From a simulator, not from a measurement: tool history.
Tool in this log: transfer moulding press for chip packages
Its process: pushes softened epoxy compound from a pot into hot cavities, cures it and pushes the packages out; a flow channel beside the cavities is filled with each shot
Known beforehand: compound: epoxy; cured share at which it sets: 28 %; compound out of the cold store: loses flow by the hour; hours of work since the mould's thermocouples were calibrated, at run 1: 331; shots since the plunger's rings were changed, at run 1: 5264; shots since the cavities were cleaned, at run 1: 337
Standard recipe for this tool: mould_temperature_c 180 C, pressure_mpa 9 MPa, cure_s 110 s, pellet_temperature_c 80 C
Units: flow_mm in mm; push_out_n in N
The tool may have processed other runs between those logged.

| run | hour | mould_temperature_c | pressure_mpa | cure_s | pellet_temperature_c | hours of work since the mould's thermocouples were calibrated | shots since the plunger's rings were changed | shots since the cavities were cleaned | incoming compound's hours out of the cold store | flow_mm | push_out_n |
|---|---|---|---|---|---|---|---|---|---|---|---|
| 1 | 0 | 180 | 9 | 110 | 80 | 331 | 5264 | 337 | 15 | 526 | 468 |
| 2 | 17 | 180 | 9 | 115 | 80 | 340 | 5391 | 464 | 42.2 | 462 | 471 |
| 3 | 27.5 | 180 | 9 | 115 | 80 | 345 | 5469 | 542 | 46.8 | 453 | 469 |
| 4 | 44.5 | 180 | 9 | 110 | 85 | 353 | 5596 | 669 | 12.8 | 532 | 518 |
| 5 | 61.5 | 180 | 9 | 110 | 80 | 361 | 5723 | 796 | 30.7 | 493 | 569 |
| 6 | 75.9 | 180 | 9 | 110 | 80 | 368 | 5830 | 903 | 44.8 | 454 | 547 |
|  | 85.8 | cavities cleaned with cleaning compound and waxed |
| 7 | 87.9 | 180 | 9 | 123 | 80 | 373 | 5909 | 16 | 14.2 | 534 | 299 |
| 8 | 98.5 | 180 | 8.13 | 110 | 80 | 379 | 5987 | 94 | 8.3 | 518 | 366 |
| 9 | 105.8 | 180 | 8.13 | 110 | 80 | 382 | 6042 | 149 | 45.9 | 433 | 361 |
| 10 | 118.9 | 180 | 8.13 | 110 | 80 | 389 | 6140 | 247 | 34.9 | 449 | 413 |
| 11 | 133.3 | 180 | 8.13 | 110 | 80 | 395 | 6247 | 354 | 35.5 | 452 | 440 |
| 12 | 142.9 | 180 | 9 | 110 | 88 | 400 | 6318 | 425 | 38.2 | 463 | 478 |
|  | 145.9 | mould's thermocouples calibrated |
| 13 | 154.7 | 180 | 9 | 94 | 88 | 4 | 6392 | 499 | 24.7 | 485 | 587 |
| 14 | 169.2 | 180 | 9 | 110 | 77 | 11 | 6500 | 607 | 12.6 | 519 | 507 |
| 15 | 182.4 | 180 | 9 | 112 | 77 | 18 | 6599 | 706 | 45.4 | 451 | 515 |
| 16 | 195.7 | 180 | 9 | 112 | 77 | 24 | 6697 | 804 | 17.2 | 506 | 526 |
|  | 200 | mould's thermocouples calibrated, once more |
| 17 | 209 | 180 | 8.66 | 150 | 72 | 4 | 6782 | 889 | 19.8 | 500 | 492 |
|  | 216.7 | plunger's sealing rings changed |
|  | 222.8 | cavities cleaned with cleaning compound and waxed |
| 18 | 225.5 | 183 | 9.99 | 143 | 87 | 10 | 54 | 20 | 39.7 | 540 | 276 |
| 19 | 232.5 | 183 | 9.99 | 143 | 87 | 14 | 106 | 72 | 46.4 | 525 | 311 |
| 20 | 248.4 | 183 | 9.99 | 109 | 80 | 22 | 225 | 191 | 24.5 | 575 | 378 |
| 21 | 259.6 | 183 | 9.99 | 109 | 80 | 27 | 308 | 274 | 12.8 | 612 | 402 |
| 22 | 270.5 | 181 | 9.99 | 109 | 80 | 32 | 390 | 356 | 12.6 | 624 | 472 |
| 23 | 287.1 | 180 | 9 | 110 | 80 | 40 | 514 | 480 | 27.4 | 549 | 510 |
| 24 | 296.9 | 186 | 9 | 138 | 80 | 45 | 587 | 553 | 33.9 | 511 | 443 |
| 25 | 307.1 | 176 | 7.54 | 138 | 81 | 50 | 663 | 629 | 14.3 | 551 | 508 |

Run 26 is up next; what results do you expect?
| 26 | 321.7 | 176 | 7.54 | 138 | 81 | 57 | 772 | 738 | 13.6 | ? | ? |

flow_mm: 548 mm
push_out_n: 535 N
Take away the tool's hidden state, keep the run-to-run variation as it was, and the same run would have given flow_mm 556 mm, push_out_n 311 N.
